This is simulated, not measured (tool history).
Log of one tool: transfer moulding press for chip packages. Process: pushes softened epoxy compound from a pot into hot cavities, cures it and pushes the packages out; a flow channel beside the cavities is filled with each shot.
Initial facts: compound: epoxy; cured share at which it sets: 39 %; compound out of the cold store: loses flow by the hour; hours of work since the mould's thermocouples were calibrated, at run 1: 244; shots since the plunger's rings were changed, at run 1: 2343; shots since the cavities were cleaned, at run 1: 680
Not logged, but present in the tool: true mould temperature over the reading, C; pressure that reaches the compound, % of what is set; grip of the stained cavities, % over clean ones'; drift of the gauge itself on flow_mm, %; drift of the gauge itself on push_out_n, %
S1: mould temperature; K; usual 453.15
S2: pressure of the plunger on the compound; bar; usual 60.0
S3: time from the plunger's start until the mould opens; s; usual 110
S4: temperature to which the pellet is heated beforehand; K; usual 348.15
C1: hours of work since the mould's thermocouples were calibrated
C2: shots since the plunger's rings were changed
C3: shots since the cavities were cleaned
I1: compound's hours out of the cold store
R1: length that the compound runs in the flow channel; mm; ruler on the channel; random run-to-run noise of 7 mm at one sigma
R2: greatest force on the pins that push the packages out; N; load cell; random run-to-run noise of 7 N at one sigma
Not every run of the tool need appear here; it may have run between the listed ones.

| run | hour | S1 | S2 | S3 | S4 | C1 | C2 | C3 | I1 | R1 | R2 |
|---|---|---|---|---|---|---|---|---|---|---|---|
| 1 | 0.0 | 453.15 | 60.0 | 110 | 348.15 | 244 | 2343 | 680 | 8.8 | 882 | 578 |
| 2 | 5.5 | 453.15 | 60.0 | 110 | 348.15 | 248 | 2408 | 745 | 27.7 | 801 | 546 |
|  | 11.6 | cavities cleaned with cleaning compound and waxed |
| 3 | 13.6 | 453.15 | 60.0 | 110 | 357.15 | 253 | 2487 | 24 | 34.1 | 779 | 326 |
| 4 | 25.2 | 453.15 | 60.0 | 110 | 357.15 | 261 | 2625 | 162 | 24.7 | 797 | 380 |
| 5 | 37.8 | 453.15 | 60.0 | 110 | 348.15 | 270 | 2775 | 312 | 32.7 | 771 | 432 |
| 6 | 49.3 | 453.15 | 60.0 | 110 | 348.15 | 278 | 2912 | 449 | 28.5 | 786 | 491 |
| 7 | 56.5 | 453.15 | 60.0 | 110 | 348.15 | 284 | 2998 | 535 | 24.5 | 812 | 502 |
| 8 | 63.8 | 453.15 | 60.0 | 110 | 355.15 | 289 | 3085 | 622 | 32.4 | 773 | 500 |
| 9 | 70.5 | 453.15 | 60.0 | 110 | 355.15 | 294 | 3165 | 702 | 22.1 | 828 | 534 |
|  | 80.4 | cavities cleaned with cleaning compound and waxed |
| 10 | 81.2 | 453.15 | 60.0 | 110 | 342.15 | 300 | 3275 | 11 | 37.6 | 754 | 328 |
| 11 | 92.0 | 453.15 | 60.0 | 110 | 342.15 | 308 | 3403 | 139 | 16.4 | 825 | 411 |
| 12 | 103.3 | 453.15 | 60.0 | 110 | 342.15 | 316 | 3538 | 274 | 32.6 | 773 | 424 |
| 13 | 111.7 | 453.15 | 60.0 | 110 | 348.15 | 322 | 3637 | 373 | 9.8 | 843 | 493 |
| 14 | 123.6 | 456.15 | 60.0 | 110 | 348.15 | 331 | 3778 | 514 | 25.7 | 778 | 437 |
| 15 | 135.6 | 450.15 | 61.7 | 100 | 348.15 | 340 | 3922 | 658 | 44.5 | 748 | 729 |
| 16 | 142.9 | 450.15 | 61.7 | 100 | 348.15 | 345 | 4009 | 745 | 21.4 | 828 | 867 |
|  | 146.2 | plunger's sealing rings changed |
|  | 151.9 | cavities cleaned with cleaning compound and waxed |
| 17 | 154.9 | 450.15 | 61.7 | 100 | 348.15 | 351 | 86 | 36 | 20.1 | 906 | 523 |
| 18 | 163.1 | 447.15 | 71.9 | 100 | 348.15 | 357 | 184 | 134 | 12.9 | 1017 | 760 |
| 19 | 176.2 | 449.15 | 71.9 | 121 | 343.15 | 366 | 339 | 289 | 17.6 | 991 | 514 |
| 20 | 183.2 | 449.15 | 71.9 | 121 | 343.15 | 371 | 423 | 373 | 30.2 | 916 | 541 |
| 21 | 196.2 | 449.15 | 71.9 | 121 | 343.15 | 380 | 577 | 527 | 23.7 | 939 | 578 |
| 22 | 206.1 | 460.15 | 58.4 | 148 | 345.15 | 388 | 695 | 645 | 18.8 | 817 | 390 |
|  | 209.2 | mould's thermocouples calibrated |
| 23 | 213.7 | 453.15 | 60.0 | 108 | 346.15 | 3 | 762 | 712 | 46.5 | 776 | 537 |
|  | 222.3 | cavities cleaned with cleaning compound and waxed |
| 24 | 226.5 | 453.15 | 60.0 | 141 | 348.15 | 11 | 896 | 50 | 14.9 | 873 | 266 |
| 25 | 237.4 | 453.15 | 60.0 | 141 | 348.15 | 19 | 1026 | 180 | 40.5 | 780 | 312 |
| 26 | 245.9 | 460.15 | 60.0 | 133 | 344.15 | 25 | 1127 | 281 | 10.4 | 857 | 321 |
| 27 | 255.1 | 452.15 | 60.0 | 110 | 348.15 | 32 | 1237 | 391 | 22.2 | 846 | 481 |

What would each run have given without the hidden state, its run-to-run variation left as it was?
| run | R1 | R2 |
|---|---|---|
| 1 | 921 | 314 |
| 2 | 838 | 294 |
| 3 | 816 | 300 |
| 4 | 837 | 290 |
| 5 | 813 | 291 |
| 6 | 830 | 304 |
| 7 | 859 | 297 |
| 8 | 820 | 289 |
| 9 | 880 | 296 |
| 10 | 804 | 293 |
| 11 | 881 | 308 |
| 12 | 827 | 284 |
| 13 | 905 | 307 |
| 14 | 837 | 262 |
| 15 | 807 | 391 |
| 16 | 895 | 454 |
| 17 | 904 | 440 |
| 18 | 1016 | 560 |
| 19 | 992 | 335 |
| 20 | 920 | 334 |
| 21 | 946 | 329 |
| 22 | 825 | 228 |
| 23 | 787 | 311 |
| 24 | 888 | 244 |
| 25 | 796 | 246 |
| 26 | 876 | 232 |
| 27 | 867 | 317 |

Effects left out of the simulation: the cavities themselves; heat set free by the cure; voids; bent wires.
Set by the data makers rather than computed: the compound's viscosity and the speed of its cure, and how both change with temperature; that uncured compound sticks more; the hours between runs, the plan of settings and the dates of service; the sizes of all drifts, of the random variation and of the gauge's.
